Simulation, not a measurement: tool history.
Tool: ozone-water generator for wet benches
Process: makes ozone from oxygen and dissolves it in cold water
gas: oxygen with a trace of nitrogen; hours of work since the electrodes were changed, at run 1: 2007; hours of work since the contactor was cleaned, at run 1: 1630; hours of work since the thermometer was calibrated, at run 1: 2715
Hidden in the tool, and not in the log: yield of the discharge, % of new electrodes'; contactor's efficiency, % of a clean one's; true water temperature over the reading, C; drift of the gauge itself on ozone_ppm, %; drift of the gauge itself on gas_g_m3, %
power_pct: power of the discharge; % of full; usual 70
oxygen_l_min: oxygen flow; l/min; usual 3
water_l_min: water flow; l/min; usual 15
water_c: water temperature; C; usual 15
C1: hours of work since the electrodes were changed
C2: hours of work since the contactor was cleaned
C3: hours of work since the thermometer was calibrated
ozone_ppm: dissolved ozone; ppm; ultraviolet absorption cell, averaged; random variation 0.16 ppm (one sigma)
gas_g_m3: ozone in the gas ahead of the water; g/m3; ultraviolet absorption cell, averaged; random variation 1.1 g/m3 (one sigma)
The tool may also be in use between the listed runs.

Run 1, day 0.000: usual settings; C1 2007; C2 1630; C3 2715. Result: ozone_ppm 20.5 ppm, gas_g_m3 191.6 g/m3.
Run 2, day 2.946: usual settings but water_c 13 C; C1 2050; C2 1673; C3 2757. Result: ozone_ppm 20.6 ppm, gas_g_m3 192.4 g/m3.
Run 3, day 5.271: usual settings but water_c 13 C; C1 2083; C2 1706; C3 2791. Result: ozone_ppm 20.5 ppm, gas_g_m3 191.4 g/m3.
Run 4, day 8.425: usual settings but water_c 13 C; C1 2129; C2 1752; C3 2836. Result: ozone_ppm 20.6 ppm, gas_g_m3 187.9 g/m3.
Run 5, day 10.967: usual settings; C1 2165; C2 1788; C3 2873. Result: ozone_ppm 20.0 ppm, gas_g_m3 190.7 g/m3.
Run 6, day 15.525: usual settings; C1 2231; C2 1854; C3 2939. Result: ozone_ppm 20.1 ppm, gas_g_m3 190.7 g/m3.
Run 7, day 17.746: usual settings but water_l_min 12 l/min; C1 2263; C2 1886; C3 2971. Result: ozone_ppm 23.8 ppm, gas_g_m3 188.8 g/m3.
Run 8, day 21.621: usual settings; C1 2319; C2 1942; C3 3026. Result: ozone_ppm 20.1 ppm, gas_g_m3 189.2 g/m3.
Run 9, day 24.079: usual settings; C1 2354; C2 1977; C3 3062. Result: ozone_ppm 20.2 ppm, gas_g_m3 190.2 g/m3.
Run 10, day 27.125: usual settings; C1 2398; C2 2021; C3 3106. Result: ozone_ppm 20.0 ppm, gas_g_m3 189.4 g/m3.
At day 27.479: contactor cleaned.
Run 11, day 29.221: usual settings; C1 2426; C2 25; C3 3134. Result: ozone_ppm 20.3 ppm, gas_g_m3 189.7 g/m3.
Run 12, day 32.021: usual settings but water_c 12 C; C1 2466; C2 65; C3 3174. Result: ozone_ppm 20.4 ppm, gas_g_m3 190.0 g/m3.
Run 13, day 35.742: usual settings but water_c 12 C; C1 2520; C2 119; C3 3228. Result: ozone_ppm 20.5 ppm, gas_g_m3 187.0 g/m3.

Run 14 comes next. What will it give?
At day 36.129: contactor cleaned, once more.
Run 14, day 40.212: usual settings but water_c 12 C; C1 2582; C2 59; C3 3290. Result: ozone_ppm ?, gas_g_m3 ?.

ozone_ppm: 20.8 ppm
gas_g_m3: 187.4 g/m3
Without the tool's hidden state the same run would have given ozone_ppm 22.4 ppm, gas_g_m3 200.9 g/m3.

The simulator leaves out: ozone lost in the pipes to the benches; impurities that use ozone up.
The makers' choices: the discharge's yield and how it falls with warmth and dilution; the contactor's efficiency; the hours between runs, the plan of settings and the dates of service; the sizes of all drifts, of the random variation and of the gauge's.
